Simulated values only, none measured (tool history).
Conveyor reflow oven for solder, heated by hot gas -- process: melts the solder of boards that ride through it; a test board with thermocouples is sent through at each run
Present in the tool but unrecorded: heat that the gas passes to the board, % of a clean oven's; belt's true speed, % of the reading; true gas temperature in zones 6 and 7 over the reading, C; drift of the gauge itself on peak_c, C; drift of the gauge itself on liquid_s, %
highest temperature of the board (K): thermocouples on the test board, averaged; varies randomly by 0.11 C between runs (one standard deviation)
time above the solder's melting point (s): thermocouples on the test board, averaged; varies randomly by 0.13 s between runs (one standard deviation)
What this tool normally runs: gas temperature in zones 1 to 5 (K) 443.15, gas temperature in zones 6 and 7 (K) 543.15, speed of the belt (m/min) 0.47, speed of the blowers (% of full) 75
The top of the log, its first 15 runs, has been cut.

run    day  gas temperature in zones 1 to 5 (K)  gas temperature in zones 6 and 7 (K)  speed of the belt (m/min)  speed of the blowers (% of full)  hours of work since the flux was cleaned out  hours of work since the belt drive was overhauled  hours of work since the thermocouples were changed  highest temperature of the board (K)  time above the solder's melting point (s)
 16  4.654                               438.15                                543.15                       0.47                                78                                           144                                                741                                                 361                                531.95                                       70.6
 17  5.129                               443.15                                548.15                       0.42                                75                                           153                                                749                                                 370                                539.65                                       86.9
 18   5.45                               443.15                                538.15                      0.435                                68                                           158                                                755                                                 375                                528.55                                         76
 19    5.9                               443.15                                538.15                      0.435                                68                                           167                                                763                                                 384                                528.45                                         76
 20  6.104                               443.15                                538.15                      0.435                                68                                           170                                                767                                                 387                                528.55                                       76.1
 21   6.45                               443.15                                543.15                       0.47                                65                                           177                                                773                                                 394                                530.35                                       70.8
 22  6.858                               441.15                                549.15                      0.407                                51                                           184                                                781                                                 401                                537.25                                       86.6
 23  7.175                               443.15                                543.15                       0.53                                75                                           190                                                787                                                 407                                528.35                                       60.7
 24  7.521                               443.15                                543.15                       0.53                                75                                           196                                                793                                                 413                                528.25                                       60.7
 25  7.912                               446.15                                543.15                      0.392                                75                                           203                                                800                                                 420                                536.35                                         93
 26  8.258                               446.15                                543.15                      0.392                                75                                           209                                                806                                                 426                                536.45                                       92.6
 27  8.492                               435.15                                556.15                       0.47                                72                                           214                                                810                                                 431                                542.15                                       75.7
 28  8.704                               435.15                                556.15                       0.47                                78                                           217                                                814                                                 435                                543.25                                       76.2
 29  9.104                               454.15                                544.15                      0.448                                50                                           225                                                822                                                 442                                531.55                                       79.4
 30  9.479                               455.15                                544.15                       0.47                                75                                           231                                                828                                                 449                                533.95                                       78.5

Here are 4 independent what-if runs from the current tool condition. What would each one return?
  A  9.738                               455.15                                544.15                       0.47                                63                                           236                                                833                                                 453                                     ?                                          ?
  B  9.738                               443.15                                554.15                      0.483                                74                                           236                                                833                                                 453                                     ?                                          ?
  C  9.738                               455.15                                558.15                      0.537                                75                                           236                                                833                                                 453                                     ?                                          ?
  D  9.738                               455.15                                546.15                      0.387                                75                                           236                                                833                                                 453                                     ?                                          ?

run  highest temperature of the board (K)  time above the solder's melting point (s)
  A                                532.35                                       77.1
  B                                540.65                                       75.2
  C                                542.85                                       72.5
  D                                540.15                                      100.7
What these runs would have given with no unlogged condition in the tool:
run  highest temperature of the board (K)  time above the solder's melting point (s)
  A                                532.45                                       76.4
  B                                541.05                                       74.6
  C                                543.35                                       71.9
  D                                540.05                                       99.5
